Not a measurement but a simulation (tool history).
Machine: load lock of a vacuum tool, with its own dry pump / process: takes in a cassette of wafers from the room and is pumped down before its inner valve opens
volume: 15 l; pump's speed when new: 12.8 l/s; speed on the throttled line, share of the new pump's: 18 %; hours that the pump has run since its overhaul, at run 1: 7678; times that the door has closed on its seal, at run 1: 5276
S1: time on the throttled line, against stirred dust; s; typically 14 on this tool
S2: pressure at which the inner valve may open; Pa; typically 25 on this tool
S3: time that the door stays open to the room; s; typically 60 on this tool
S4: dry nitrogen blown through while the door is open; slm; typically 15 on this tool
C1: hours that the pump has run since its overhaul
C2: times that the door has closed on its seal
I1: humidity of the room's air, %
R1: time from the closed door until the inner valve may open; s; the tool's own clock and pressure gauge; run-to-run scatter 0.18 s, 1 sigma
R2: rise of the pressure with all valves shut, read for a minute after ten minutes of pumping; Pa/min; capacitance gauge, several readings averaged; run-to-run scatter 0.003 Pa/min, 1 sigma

Run 1, day 0.000: usual settings; C1 7678; C2 5276; I1 47.3. Result: R1 22.2 s, R2 0.065 Pa/min.
Run 2, day 2.221: usual settings; C1 7731; C2 5432; I1 41.5. Result: R1 22.3 s, R2 0.058 Pa/min.
Run 3, day 4.442: usual settings; C1 7785; C2 5588; I1 45.7. Result: R1 22.1 s, R2 0.068 Pa/min.
Run 4, day 8.179: usual settings; C1 7874; C2 5850; I1 46.0. Result: R1 21.9 s, R2 0.062 Pa/min.
Run 5, day 10.292: usual settings but S4 16 slm; C1 7925; C2 5998; I1 44.2. Result: R1 21.8 s, R2 0.061 Pa/min.
Run 6, day 11.967: usual settings but S4 16 slm; C1 7965; C2 6116; I1 47.8. Result: R1 22.1 s, R2 0.070 Pa/min.
Run 7, day 13.588: usual settings but S2 33 Pa; C1 8004; C2 6229; I1 44.4. Result: R1 21.7 s, R2 0.067 Pa/min.
Run 8, day 15.596: usual settings but S2 33 Pa; C1 8052; C2 6370; I1 41.1. Result: R1 21.7 s, R2 0.069 Pa/min.
Run 9, day 18.158: usual settings; C1 8114; C2 6550; I1 44.6. Result: R1 22.0 s, R2 0.068 Pa/min.
Run 10, day 19.996: usual settings; C1 8158; C2 6679; I1 45.9. Result: R1 22.1 s, R2 0.070 Pa/min.
Run 11, day 23.471: usual settings; C1 8241; C2 6923; I1 49.0. Result: R1 21.7 s, R2 0.074 Pa/min.
Run 12, day 26.971: usual settings; C1 8325; C2 7168; I1 46.7. Result: R1 22.5 s, R2 0.074 Pa/min.
Run 13, day 30.396: usual settings; C1 8408; C2 7409; I1 47.8. Result: R1 22.1 s, R2 0.074 Pa/min.
Run 14, day 33.929: usual settings but S1 21 s, S2 23 Pa, S3 151 s; C1 8492; C2 7656; I1 45.1. Result: R1 27.6 s, R2 0.100 Pa/min.
Run 15, day 36.138: usual settings but S1 15 s, S2 21 Pa, S3 41 s, S4 22 slm; C1 8545; C2 7812; I1 45.8. Result: R1 23.1 s, R2 0.064 Pa/min.
Run 16, day 38.058: usual settings but S1 20 s, S2 30 Pa, S3 28 s, S4 10 slm; C1 8591; C2 7946; I1 41.8. Result: R1 26.6 s, R2 0.069 Pa/min.
Run 17, day 40.546: usual settings but S1 10 s, S2 26 Pa, S3 107 s, S4 10 slm; C1 8651; C2 8121; I1 44.4. Result: R1 18.9 s, R2 0.101 Pa/min.
Run 18, day 42.325: usual settings but S1 10 s, S2 26 Pa, S3 107 s, S4 10 slm; C1 8694; C2 8246; I1 45.7. Result: R1 19.0 s, R2 0.106 Pa/min.
Run 19, day 46.012: usual settings but S3 178 s, S4 42 slm; C1 8782; C2 8504; I1 44.0. Result: R1 22.1 s, R2 0.075 Pa/min.
Run 20, day 47.829: usual settings but S3 238 s; C1 8826; C2 8632; I1 42.1. Result: R1 22.3 s, R2 0.114 Pa/min.
Run 21, day 49.692: usual settings but S2 38 Pa, S3 192 s; C1 8871; C2 8762; I1 45.5. Result: R1 21.7 s, R2 0.114 Pa/min.
Run 22, day 51.696: usual settings but S1 16 s, S2 38 Pa, S3 30 s; C1 8919; C2 8903; I1 45.4. Result: R1 23.1 s, R2 0.069 Pa/min.
Run 23, day 54.917: usual settings but S1 21 s, S2 36 Pa, S3 140 s; C1 8996; C2 9129; I1 47.1. Result: R1 27.3 s, R2 0.105 Pa/min.
Run 24, day 57.400: usual settings but S1 16 s, S2 36 Pa, S3 40 s, S4 4 slm; C1 9056; C2 9303; I1 42.5. Result: R1 23.3 s, R2 0.088 Pa/min.
Run 25, day 60.558: usual settings but S1 9 s, S2 26 Pa, S3 40 s, S4 4 slm; C1 9131; C2 9525; I1 46.0. Result: R1 18.4 s, R2 0.099 Pa/min.

Below, some changes in R1 between adjacent runs. For each, the amount present without the hidden state too (settings, incoming material, random variation) and the amount remaining for the hidden state with gauge scatter not shared by both compared results:
Hidden state present: pump's speed, % of a new pump's; leak at the door's seal, Pa l/s; drift of the gauge itself on ready_s, %; drift of the gauge itself on rise_pa_min, %.
Run 13 -> 14: S1 14 -> 21, S2 25 -> 23, S3 60 -> 151. R1 +5.5 s: hidden state -0.1, all else +5.6.
Run 16 -> 17: S1 20 -> 10, S2 30 -> 26, S3 28 -> 107. R1 -7.7 s: hidden state +0.3, all else -8.0.
Run 23 -> 24: S1 21 -> 16, S3 140 -> 40, S4 15 -> 4. R1 -4.0 s: hidden state +0.2, all else -4.2.

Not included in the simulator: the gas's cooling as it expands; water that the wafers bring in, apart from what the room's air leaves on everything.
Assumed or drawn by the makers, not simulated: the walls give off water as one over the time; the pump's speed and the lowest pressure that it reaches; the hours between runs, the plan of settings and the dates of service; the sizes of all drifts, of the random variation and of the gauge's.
